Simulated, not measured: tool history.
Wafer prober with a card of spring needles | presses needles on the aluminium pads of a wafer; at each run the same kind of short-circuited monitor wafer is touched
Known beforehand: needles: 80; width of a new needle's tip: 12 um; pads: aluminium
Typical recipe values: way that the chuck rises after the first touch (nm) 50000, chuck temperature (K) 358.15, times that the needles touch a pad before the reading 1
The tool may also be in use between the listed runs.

run,hour,way that the chuck rises after the first touch (nm),chuck temperature (K),times that the needles touch a pad before the reading,resistance of one needle with its contact and lead (mohm),way that a needle slides on the pad (nm)
1,0.0,50000,358.15,1,283,7220
# hour 10.0: tips cleaned on abrasive film
# hour 34.6: tips cleaned on abrasive film
2,35.3,50000,358.15,2,241,7220
# hour 57.6: tips cleaned on abrasive film
3,69.7,50000,358.15,1,281,7190
# hour 80.3: tips cleaned on abrasive film
# hour 105.0: tips cleaned on abrasive film
4,110.4,50000,358.15,1,265,7190
# hour 127.0: tips cleaned on abrasive film
# hour 150.2: tips cleaned on abrasive film
5,151.4,50000,394.15,1,257,7190
# hour 172.5: tips cleaned on abrasive film
6,179.0,50000,394.15,1,276,7160
# hour 195.6: tips cleaned on abrasive film
7,204.1,34000,358.15,1,313,4870
# hour 220.3: tips cleaned on abrasive film
8,240.7,34000,358.15,1,349,4820
# hour 244.5: tips cleaned on abrasive film
# hour 266.5: tips cleaned on abrasive film
9,281.2,34000,358.15,1,335,4830
# hour 290.1: tips cleaned on abrasive film
10,300.4,34000,358.15,1,326,4830
# hour 315.0: tips cleaned on abrasive film
# hour 338.5: tips cleaned on abrasive film
11,338.7,34000,358.15,1,249,4820
# hour 360.9: tips cleaned on abrasive film
12,374.5,35000,358.15,1,333,4970
# hour 384.4: tips cleaned on abrasive film
# hour 407.5: tips cleaned on abrasive film
13,407.5,35000,358.15,1,252,4930
# hour 431.7: tips cleaned on abrasive film
14,442.7,50000,311.15,1,272,7080
# hour 455.8: tips cleaned on abrasive film
15,462.1,50000,311.15,1,260,7130
# hour 478.3: tips cleaned on abrasive film
16,497.3,45000,358.15,1,301,6360
# hour 502.0: tips cleaned on abrasive film
# hour 524.4: tips cleaned on abrasive film
17,531.5,45000,358.15,1,281,6360
# hour 547.3: tips cleaned on abrasive film
18,556.1,42000,344.15,1,293,5920
# hour 569.9: tips cleaned on abrasive film
19,574.9,61000,373.15,3,247,8640
# hour 593.6: tips cleaned on abrasive film
20,610.1,57000,324.15,1,276,8090
# hour 615.8: tips cleaned on abrasive film
# hour 638.6: tips cleaned on abrasive film
21,651.3,50000,381.15,1,293,7050
# hour 659.4: height of the first contact set anew
# hour 661.2: tips cleaned on abrasive film
# hour 683.8: tips cleaned on abrasive film
22,685.6,50000,381.15,1,253,7210
# hour 707.4: tips cleaned on abrasive film
23,708.5,50000,381.15,1,252,7230
# hour 731.0: tips cleaned on abrasive film
24,731.0,33000,358.15,1,247,4760
# hour 754.6: tips cleaned on abrasive film
25,771.7,33000,358.15,1,349,4750
# hour 777.9: tips cleaned on abrasive film
# hour 802.1: tips cleaned on abrasive film
26,808.7,33000,358.15,1,313,4720
# hour 826.2: tips cleaned on abrasive film
27,833.8,50000,358.15,1,278,7180
# hour 849.8: tips cleaned on abrasive film
28,862.1,50000,358.15,1,281,7180
# hour 873.9: tips cleaned on abrasive film
29,891.8,52000,341.15,2,265,7480
# hour 898.0: tips cleaned on abrasive film
# hour 923.0: tips cleaned on abrasive film
30,925.1,46000,319.15,1,251,6600
# hour 946.8: tips cleaned on abrasive film
31,962.2,46000,319.15,1,294,6580

Pick out some run-to-run changes in resistance of one needle with its contact and lead (mohm). Of each, how much would a tool without hidden state show as well, from the settings, what came in and chance, and how much is left for the hidden state and any gauge scatter not in both results compared?
Unlogged tool condition in this case: debris on the tips, nm; way that the needles fall short of the set height, um; tips' diameter, um; drift of the gauge itself on contact_mohm, %; drift of the gauge itself on scrub_um, %.
Run 11 -> 12: way that the chuck rises after the first touch (nm) 34000 -> 35000, tips cleaned on abrasive film. resistance of one needle with its contact and lead (mohm) +84: hidden state +83, all else +1.
Run 12 -> 13: tips cleaned on abrasive film, tips cleaned on abrasive film. resistance of one needle with its contact and lead (mohm) -81: hidden state -81, all else +0.
Run 24 -> 25: tips cleaned on abrasive film. resistance of one needle with its contact and lead (mohm) +102: hidden state +102, all else +0.
